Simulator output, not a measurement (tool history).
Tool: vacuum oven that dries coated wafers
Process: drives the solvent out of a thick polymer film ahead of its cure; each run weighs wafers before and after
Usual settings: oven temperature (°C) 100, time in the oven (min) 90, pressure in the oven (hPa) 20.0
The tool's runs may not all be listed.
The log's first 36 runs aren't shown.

Run 37, hour 973.7: usual settings but oven temperature (°C) 103, pressure in the oven (hPa) 24.8. Result: solvent left in the film (%) 0.994.
Run 38, hour 1005.4: usual settings but time in the oven (min) 128, pressure in the oven (hPa) 21.2. Result: solvent left in the film (%) 0.840.
Run 39, hour 1036.1: usual settings but time in the oven (min) 128, pressure in the oven (hPa) 21.2. Result: solvent left in the film (%) 0.844.
Run 40, hour 1056.1: usual settings but oven temperature (°C) 91, pressure in the oven (hPa) 39.9. Result: solvent left in the film (%) 3.377.
Run 41, hour 1089.0: usual settings but oven temperature (°C) 114, time in the oven (min) 123, pressure in the oven (hPa) 21.8. Result: solvent left in the film (%) 0.477.
Run 42, hour 1115.0: usual settings but oven temperature (°C) 113, pressure in the oven (hPa) 17.7. Result: solvent left in the film (%) 0.433.
Run 43, hour 1136.3: usual settings but oven temperature (°C) 113, pressure in the oven (hPa) 17.7. Result: solvent left in the film (%) 0.423.
Run 44, hour 1163.5: usual settings but oven temperature (°C) 113, pressure in the oven (hPa) 17.7. Result: solvent left in the film (%) 0.417.
Run 45, hour 1191.0: usual settings but oven temperature (°C) 113, pressure in the oven (hPa) 17.7. Result: solvent left in the film (%) 0.441.
Run 46, hour 1225.7: usual settings but oven temperature (°C) 97, pressure in the oven (hPa) 44.6. Result: solvent left in the film (%) 2.256.

4 ways to go on from here, each from the tool as it stands after run 46. What would each give?
Run A, hour 1253.7: usual settings but oven temperature (°C) 97, time in the oven (min) 65, pressure in the oven (hPa) 44.6. Result: solvent left in the film (%) ?.
Run B, hour 1253.7: usual settings but oven temperature (°C) 106, time in the oven (min) 60, pressure in the oven (hPa) 27.7. Result: solvent left in the film (%) ?.
Run C, hour 1253.7: usual settings but oven temperature (°C) 87, pressure in the oven (hPa) 54.2. Result: solvent left in the film (%) ?.
Run D, hour 1253.7: usual settings but oven temperature (°C) 105, time in the oven (min) 160, pressure in the oven (hPa) 23.1. Result: solvent left in the film (%) ?.

run  solvent left in the film (%)
  A                         3.039
  B                         1.182
  C                         5.091
  D                         0.715
Without the tool's hidden state the same runs would have given:
run  solvent left in the film (%)
  A                         3.228
  B                         1.240
  C                         5.345
  D                         0.660
